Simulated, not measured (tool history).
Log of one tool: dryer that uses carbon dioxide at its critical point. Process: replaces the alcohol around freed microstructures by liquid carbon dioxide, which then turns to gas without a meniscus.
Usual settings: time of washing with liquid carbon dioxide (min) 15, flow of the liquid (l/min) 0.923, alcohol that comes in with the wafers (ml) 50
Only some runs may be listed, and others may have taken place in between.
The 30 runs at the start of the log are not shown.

run,hour,time of washing with liquid carbon dioxide (min),flow of the liquid (l/min),alcohol that comes in with the wafers (ml),hours of work since the filter was changed,hours of work since the purifier's bed was changed,alcohol left in the vessel before it's heated (ppm by volume)
31,1125.8,17,1.361,33,97,384,123
32,1164.9,15,0.923,21,121,408,170
33,1217.8,15,1.505,41,153,440,143
34,1270.5,11,0.923,50,186,472,517
35,1311.4,11,0.923,50,211,497,536
# hour 1335.1: purifier's bed changed
36,1368.1,19,0.581,50,243,20,261
37,1415.4,21,1.024,50,272,49,28
38,1446.8,12,0.605,21,292,68,543
39,1478.2,13,1.171,43,311,88,81
40,1522.5,9,0.653,51,338,115,2432
41,1563.3,18,0.936,69,363,140,98
42,1603.7,24,0.739,114,388,164,105
43,1629.4,24,0.739,114,403,180,114
44,1652.5,24,0.739,31,418,194,80
# hour 1685.8: inlet filter changed
45,1702.1,24,0.739,31,10,224,88
46,1753.4,21,1.399,81,41,255,89

Forecast each of these 3 alternatives for the next run:
A,1789.4,16,1.399,21,63,277,?
B,1789.4,21,1.399,36,63,277,?
C,1789.4,21,0.869,81,63,277,?

run,alcohol left in the vessel before it's heated (ppm by volume)
A,96
B,94
C,113
With the hidden condition removed and each run's random variation left untouched, the same runs would have given:
run,alcohol left in the vessel before it's heated (ppm by volume)
A,5
B,3
C,22
